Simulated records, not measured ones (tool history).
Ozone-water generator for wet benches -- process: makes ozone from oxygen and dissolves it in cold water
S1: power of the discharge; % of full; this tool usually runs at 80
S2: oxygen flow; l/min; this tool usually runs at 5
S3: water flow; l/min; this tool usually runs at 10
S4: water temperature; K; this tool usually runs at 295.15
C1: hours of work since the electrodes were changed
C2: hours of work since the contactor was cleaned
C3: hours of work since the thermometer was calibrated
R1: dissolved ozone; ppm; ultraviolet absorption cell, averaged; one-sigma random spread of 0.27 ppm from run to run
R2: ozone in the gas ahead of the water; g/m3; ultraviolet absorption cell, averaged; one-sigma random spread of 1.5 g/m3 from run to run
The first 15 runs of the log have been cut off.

| run | hour | S1 | S2 | S3 | S4 | C1 | C2 | C3 | R1 | R2 |
|---|---|---|---|---|---|---|---|---|---|---|
| 16 | 1061.5 | 80 | 5 | 10 | 298.15 | 1458 | 7419 | 4334 | 36.1 | 281.8 |
| 17 | 1115.1 | 80 | 5 | 10 | 298.15 | 1495 | 7456 | 4371 | 36.7 | 279.2 |
| 18 | 1189.7 | 80 | 2.75 | 10 | 296.15 | 1547 | 7508 | 4422 | 34.9 | 333.8 |
| 19 | 1250.5 | 50 | 6.21 | 14 | 290.15 | 1589 | 7550 | 4465 | 25.9 | 191.2 |
| 20 | 1310.2 | 50 | 6.21 | 14 | 290.15 | 1631 | 7592 | 4506 | 25.7 | 190 |
| 21 | 1374.3 | 50 | 6.21 | 14 | 290.15 | 1675 | 7636 | 4550 | 25.9 | 191.4 |
| 22 | 1451.4 | 80 | 3.77 | 8 | 295.15 | 1729 | 7690 | 4604 | 43.8 | 304.4 |
| 23 | 1525.5 | 80 | 3.77 | 11 | 295.15 | 1780 | 7741 | 4655 | 35.5 | 301.7 |
| 24 | 1610 | 80 | 3.77 | 11 | 295.15 | 1839 | 7800 | 4714 | 35.3 | 302.1 |
| 25 | 1678.1 | 55 | 5 | 12 | 293.15 | 1886 | 7847 | 4761 | 28.1 | 217.7 |
| 26 | 1727.9 | 55 | 5 | 12 | 293.15 | 1921 | 7881 | 4796 | 28.3 | 217.5 |
| 27 | 1788.4 | 80 | 8.12 | 15 | 295.15 | 1963 | 7923 | 4838 | 30.8 | 237.5 |
| 28 | 1833 | 80 | 5 | 15 | 292.15 | 1994 | 7954 | 4869 | 30.8 | 276.7 |
| 29 | 1910.9 | 43 | 5 | 10 | 300.15 | 2048 | 8008 | 4923 | 23 | 185.2 |
| 30 | 1954.3 | 90 | 5 | 14 | 295.15 | 2078 | 8038 | 4953 | 33.1 | 297.9 |
| 31 | 2023.1 | 90 | 4.35 | 14 | 295.15 | 2125 | 8086 | 5001 | 32.4 | 313.1 |
| 32 | 2063.2 | 90 | 4.35 | 14 | 295.15 | 2153 | 8114 | 5028 | 32.5 | 309.3 |
| 33 | 2134.2 | 54 | 4.35 | 7 | 297.15 | 2202 | 8163 | 5078 | 34.6 | 223.6 |
| 34 | 2190.7 | 54 | 4.35 | 7 | 297.15 | 2242 | 8202 | 5117 | 34.6 | 223.5 |

Below are 3 alternative next runs, each starting from the tool's condition after run 34. Predict each:
| A | 2267.3 | 48 | 4 | 7 | 288.15 | 2295 | 8256 | 5170 | ? | ? |
| B | 2267.3 | 85 | 8.2 | 7 | 297.15 | 2295 | 8256 | 5170 | ? | ? |
| C | 2267.3 | 80 | 5.64 | 10 | 295.15 | 2295 | 8256 | 5170 | ? | ? |

| run | R1 | R2 |
|---|---|---|
| A | 38.7 | 211.4 |
| B | 43.9 | 248.3 |
| C | 38.6 | 264.2 |
The same runs, with their run-to-run variation unchanged, on a tool lacking any hidden condition would have given:
| run | R1 | R2 |
|---|---|---|
| A | 40.8 | 216.4 |
| B | 46.9 | 257.2 |
| C | 41.4 | 273.3 |
